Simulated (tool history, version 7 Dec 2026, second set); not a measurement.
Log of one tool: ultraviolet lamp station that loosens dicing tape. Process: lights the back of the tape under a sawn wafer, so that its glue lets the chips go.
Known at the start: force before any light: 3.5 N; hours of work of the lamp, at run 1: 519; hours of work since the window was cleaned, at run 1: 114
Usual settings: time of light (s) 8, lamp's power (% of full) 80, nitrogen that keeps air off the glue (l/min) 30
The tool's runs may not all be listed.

| run | day | time of light (s) | lamp's power (% of full) | nitrogen that keeps air off the glue (l/min) | hours of work of the lamp | hours of work since the window was cleaned | force that peels the tape off (N) | light that reached the tape (J/m2) |
|---|---|---|---|---|---|---|---|---|
| 1 | 0.000 | 8 | 80 | 30 | 519 | 114 | 0.554 | 4230 |
| 2 | 0.771 | 8 | 80 | 51 | 532 | 127 | 0.456 | 4230 |
| 3 | 1.496 | 8 | 80 | 51 | 544 | 139 | 0.471 | 4210 |
| 4 | 2.062 | 8 | 80 | 30 | 553 | 149 | 0.556 | 4160 |
| 5 | 3.025 | 8 | 80 | 30 | 569 | 165 | 0.575 | 4120 |
| 6 | 3.504 | 12 | 80 | 30 | 577 | 172 | 0.297 | 6170 |
| 7 | 4.529 | 12 | 80 | 30 | 594 | 190 | 0.294 | 6100 |
|  | 4.629 | window cleaned of glue's vapour |
| 8 | 5.358 | 13 | 62 | 40 | 607 | 12 | 0.374 | 4980 |
| 9 | 6.038 | 8 | 80 | 25 | 619 | 23 | 0.676 | 3980 |
| 10 | 6.708 | 8 | 80 | 25 | 630 | 34 | 0.662 | 3970 |
| 11 | 7.642 | 8 | 80 | 25 | 645 | 50 | 0.689 | 3930 |
| 12 | 8.162 | 6 | 94 | 25 | 654 | 59 | 0.819 | 3400 |

Hidden state or all else? Some run-to-run changes of force that peels the tape off (N), split into what the settings, what came in and random variation would give without the hidden state, and what is left for the hidden state (with any gauge scatter that isn't in both results):
The hidden state here: lamp's light, % of a new lamp's; light that the window lets through, % of a clean one's; drift of the gauge itself on peel_n, %; drift of the gauge itself on dose_mj_cm2, %.
Run 8 -> 9: time of light (s) 13 -> 8, lamp's power (% of full) 62 -> 80, nitrogen that keeps air off the glue (l/min) 40 -> 25. force that peels the tape off (N) +0.302: hidden state +0.096, all else +0.206.
